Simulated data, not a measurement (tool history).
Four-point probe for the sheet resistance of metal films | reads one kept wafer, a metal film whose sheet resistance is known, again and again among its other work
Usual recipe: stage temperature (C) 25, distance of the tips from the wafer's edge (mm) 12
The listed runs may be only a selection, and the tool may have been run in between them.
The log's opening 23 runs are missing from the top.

run,hour,stage temperature (C),distance of the tips from the wafer's edge (mm),touches since the probe head was changed,hours of work since the stage's thermometer was calibrated,sheet resistance as the instrument gives it (ohm/square)
24,439.6,26,40,69423,593,25.079420
25,465.2,34,34,70688,611,24.945239
26,492.7,30,67,72046,630,25.006516
27,507.8,25,40,72794,641,25.107802
28,532.8,26,3,74030,658,27.265157
29,558.2,33,27,75286,676,24.979194
30,572.9,25,35,76016,686,25.107536
31,601.6,20,9,77434,706,25.453341
32,621.5,20,9,78418,720,25.453127
33,638.1,20,9,79240,731,25.455584
34,654.9,18,9,80070,743,25.492399
35,670.8,34,17,80857,754,25.026775
36,685.6,22,13,81591,764,25.286012
37,701.8,20,15,82389,776,25.288670
38,719.8,22,22,83281,788,25.201527
39,744.6,22,22,84508,805,25.196697
40,766.6,19,7,85595,821,25.648790
41,787.8,18,9,86644,835,25.506963
42,814.8,26,48,87980,854,25.105319
43,841.1,26,57,89281,872,25.094791
44,867.0,24,51,90558,890,25.136922

Here are 5 independent what-if runs from the current tool condition. What would each one return?
A,884.7,21,9,91436,903,?
B,884.7,21,51,91436,903,?
C,884.7,35,51,91436,903,?
D,884.7,26,5,91436,903,?
E,884.7,19,4,91436,903,?

run,sheet resistance as the instrument gives it (ohm/square)
A,25.454037
B,25.191338
C,24.945308
D,25.944460
E,26.510099
What these runs would have given with no unlogged condition in the tool:
run,sheet resistance as the instrument gives it (ohm/square)
A,25.513451
B,25.250192
C,25.003817
D,26.004982
E,26.571710

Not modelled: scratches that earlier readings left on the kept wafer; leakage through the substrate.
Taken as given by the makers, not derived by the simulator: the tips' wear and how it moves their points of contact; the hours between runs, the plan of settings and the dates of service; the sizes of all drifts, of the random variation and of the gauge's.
